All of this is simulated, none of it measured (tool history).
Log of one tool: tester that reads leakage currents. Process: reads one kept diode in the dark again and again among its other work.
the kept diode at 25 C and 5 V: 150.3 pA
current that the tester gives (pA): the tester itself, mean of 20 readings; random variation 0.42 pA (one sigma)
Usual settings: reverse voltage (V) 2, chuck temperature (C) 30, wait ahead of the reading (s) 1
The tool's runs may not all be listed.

run	hour	reverse voltage (V)	chuck temperature (C)	wait ahead of the reading (s)	current that the tester gives (pA)
1	0	2	30	1	137.16
2	43.7	2	31	1	147.5
3	80.3	2	30	6.99	135.76
4	122.2	2	30	6.99	135.75
5	155	2	30	0.42	137.77
6	201.2	2	30	1	135.7
7	250.9	2	33	2.92	167.38
8	293.9	18.55	30	1	426.4
9	334.7	2	37	0.78	220.34
10	382.3	2	37	0.78	220.79
11	418.8	2.14	57	0.83	848.1

Forecast each of these 4 alternatives for the next run:
A	444.3	2	30	8.26	?
B	444.3	2.14	32	0.83	?
C	444.3	19.91	43	0.96	?
D	444.3	2	34	9.82	?

run	current that the tester gives (pA)
A	133.41
B	159.49
C	1068.18
D	177.06
Without the tool's hidden state the same runs would have given:
run	current that the tester gives (pA)
A	138.34
B	165.51
C	1099.55
D	184.03
